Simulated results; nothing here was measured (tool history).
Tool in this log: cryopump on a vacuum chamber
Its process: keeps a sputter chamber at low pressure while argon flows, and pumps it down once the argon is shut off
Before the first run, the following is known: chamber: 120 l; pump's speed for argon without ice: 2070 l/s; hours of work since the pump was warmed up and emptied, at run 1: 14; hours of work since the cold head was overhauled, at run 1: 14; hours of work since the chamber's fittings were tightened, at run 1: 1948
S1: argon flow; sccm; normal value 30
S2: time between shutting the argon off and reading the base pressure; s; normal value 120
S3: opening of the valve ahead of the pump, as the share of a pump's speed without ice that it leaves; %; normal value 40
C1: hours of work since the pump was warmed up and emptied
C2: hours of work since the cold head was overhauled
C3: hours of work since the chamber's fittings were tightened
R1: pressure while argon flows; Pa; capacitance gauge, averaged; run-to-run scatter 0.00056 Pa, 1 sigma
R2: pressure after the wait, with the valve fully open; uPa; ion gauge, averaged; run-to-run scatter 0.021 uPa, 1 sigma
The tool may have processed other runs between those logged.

run	hour	S1	S2	S3	C1	C2	C3	R1	R2
1	0.0	30	120	40	14	14	1948	0.0613	2.16
2	9.9	30	120	40	20	20	1954	0.0612	2.15
3	23.4	30	120	40	27	27	1961	0.0609	2.10
4	35.8	30	120	40	34	34	1968	0.0617	2.11
5	47.8	30	120	40	41	41	1975	0.0624	2.16
6	58.7	30	120	40	47	47	1981	0.0624	2.21
7	72.2	30	120	40	55	55	1989	0.0618	2.14
8	88.7	30	120	40	64	64	1998	0.0619	2.22
9	105.0	30	120	40	73	73	2007	0.0608	2.17
10	115.6	46	120	40	79	79	2013	0.0947	2.23
11	130.7	30	120	40	88	88	2022	0.0620	2.25
12	146.6	30	120	40	97	97	2031	0.0624	2.27
13	153.9	30	120	40	101	101	2035	0.0621	2.26
14	168.1	30	120	29	109	109	2043	0.0852	2.28
15	177.3	30	120	29	114	114	2048	0.0857	2.29
16	184.3	30	120	55	118	118	2052	0.0452	2.34
17	199.9	30	90	55	127	127	2061	0.0462	2.41
18	211.8	38	199	44	134	134	2067	0.0724	2.15
19	224.7	12	120	15	141	141	2075	0.0651	2.36
20	231.5	32	191	40	145	145	2079	0.0666	2.19
21	243.3	30	74	48	151	151	2085	0.0518	2.45
22	258.7	30	74	48	160	160	2094	0.0518	2.57

What does the tool deliver on the next run?
23	270.6	30	69	40	167	167	2101	?	?

Logged for run 23: R1 0.0633 Pa, R2 2.58 uPa.
Minus the tool's unlogged condition, the same run would have read R1 0.0619 Pa, R2 0.63 uPa.
